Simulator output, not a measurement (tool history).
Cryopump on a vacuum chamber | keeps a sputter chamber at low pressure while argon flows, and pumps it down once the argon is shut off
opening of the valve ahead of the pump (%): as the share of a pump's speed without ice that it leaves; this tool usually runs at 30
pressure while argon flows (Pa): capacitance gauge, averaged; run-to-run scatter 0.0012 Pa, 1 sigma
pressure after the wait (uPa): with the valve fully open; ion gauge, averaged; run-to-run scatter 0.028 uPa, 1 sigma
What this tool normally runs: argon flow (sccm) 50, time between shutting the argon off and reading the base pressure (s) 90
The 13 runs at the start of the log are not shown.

run,day,argon flow (sccm),time between shutting the argon off and reading the base pressure (s),opening of the valve ahead of the pump (%),pressure while argon flows (Pa),pressure after the wait (uPa)
14,38.65,50,254,30,0.2833,1.42
15,40.888,50,254,30,0.2865,1.52
16,44.717,50,254,30,0.2863,1.53
# day 47.058: pump warmed up, emptied and cooled again
17,48.983,50,90,30,0.2728,2.06
18,51.262,50,90,30,0.2745,2.06
19,55.45,50,90,30,0.2767,2.14
20,57.754,50,90,30,0.276,2.15
21,60.662,50,90,30,0.2791,2.19
22,62.875,22,145,22,0.1671,1.77
# day 63.208: leaking fittings of the chamber tightened, without venting
23,66.542,50,62,22,0.3804,1.9
24,68.996,21,90,31,0.1147,1.41
25,71.838,21,90,31,0.1155,1.51
26,75.838,59,90,24,0.4187,1.44
# day 80.262: pump warmed up, emptied and cooled again
27,80.592,24,102,30,0.1316,1.35
28,85.138,54,30,30,0.2979,3.62
29,88.958,54,30,30,0.3019,3.46
30,92.162,54,30,30,0.3015,3.58
31,96.65,54,30,30,0.3016,3.69
32,99.567,54,30,30,0.3028,3.75
33,103.846,54,30,30,0.3071,3.66

Each row is a separate what-if for the run after 33, all from the same tool condition, not one after another. Results?
A,105.762,67,30,30,?,?
B,105.762,48,90,30,?,?
C,105.762,63,90,46,?,?

run,pressure while argon flows (Pa),pressure after the wait (uPa)
A,0.3792,3.68
B,0.2735,1.66
C,0.2394,1.54
The same runs, with their run-to-run variation unchanged, on a tool lacking any hidden condition would have given:
run,pressure while argon flows (Pa),pressure after the wait (uPa)
A,0.3638,3.43
B,0.2624,1.4
C,0.2249,1.29

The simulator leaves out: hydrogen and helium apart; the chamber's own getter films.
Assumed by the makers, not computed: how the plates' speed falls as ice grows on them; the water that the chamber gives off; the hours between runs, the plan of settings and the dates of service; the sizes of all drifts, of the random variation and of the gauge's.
